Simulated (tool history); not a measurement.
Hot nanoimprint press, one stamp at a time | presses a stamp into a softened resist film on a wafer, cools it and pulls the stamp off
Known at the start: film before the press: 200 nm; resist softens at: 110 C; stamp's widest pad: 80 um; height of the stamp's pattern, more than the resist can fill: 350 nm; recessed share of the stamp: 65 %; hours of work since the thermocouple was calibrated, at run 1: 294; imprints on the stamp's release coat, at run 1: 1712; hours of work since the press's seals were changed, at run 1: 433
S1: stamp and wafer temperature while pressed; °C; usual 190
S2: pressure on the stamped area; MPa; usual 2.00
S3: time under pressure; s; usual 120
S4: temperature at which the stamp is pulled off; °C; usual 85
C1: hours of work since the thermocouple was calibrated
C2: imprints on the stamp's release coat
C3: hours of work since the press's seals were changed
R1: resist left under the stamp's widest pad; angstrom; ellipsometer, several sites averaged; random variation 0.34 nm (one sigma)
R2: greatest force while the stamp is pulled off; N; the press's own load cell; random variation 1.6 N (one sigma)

run	day	S1	S2	S3	S4	C1	C2	C3	R1	R2
1	0.000	190	2.00	120	85	294	1712	433	1076	109
2	0.904	199	2.00	120	85	308	1792	447	753	115
3	1.475	199	2.00	120	85	316	1843	456	754	113
4	2.217	199	2.00	120	85	328	1908	467	752	111
5	3.025	199	2.00	120	85	340	1980	479	751	115
# day 3.796: stamp cleaned and given a new release coat
6	3.975	199	2.00	120	85	351	16	490	753	114
# day 4.188: plate thermocouple calibrated
7	4.800	199	2.10	120	85	9	78	500	734	112
8	5.704	190	2.00	120	80	23	158	514	1072	117
9	6.425	190	2.00	120	80	34	221	525	1072	119
10	7.212	183	2.00	120	85	46	291	537	1382	113
11	7.979	183	2.00	120	85	58	359	549	1372	111
12	8.717	183	2.00	120	73	69	424	560	1371	121
13	9.371	190	2.00	120	85	79	482	570	1069	112
14	9.825	190	2.00	120	85	86	522	577	1071	117
15	10.742	190	2.00	120	85	100	603	591	1076	113
16	11.675	190	2.45	120	81	114	685	605	969	115
17	12.104	199	2.79	126	92	120	723	611	616	105
18	12.854	199	2.79	126	92	132	790	623	612	105
19	13.308	199	2.79	126	92	139	830	630	613	105
20	13.888	199	2.79	126	92	147	881	638	612	104
21	14.317	199	2.79	126	92	154	919	645	617	107

Run 22 comes next. What will it give?
22	15.233	199	2.79	126	92	168	1000	659	?	?

Run 22 gave R1 619 angstrom, R2 105 N.
Without the tool's hidden state the same run would have given R1 618 angstrom, R2 104 N.
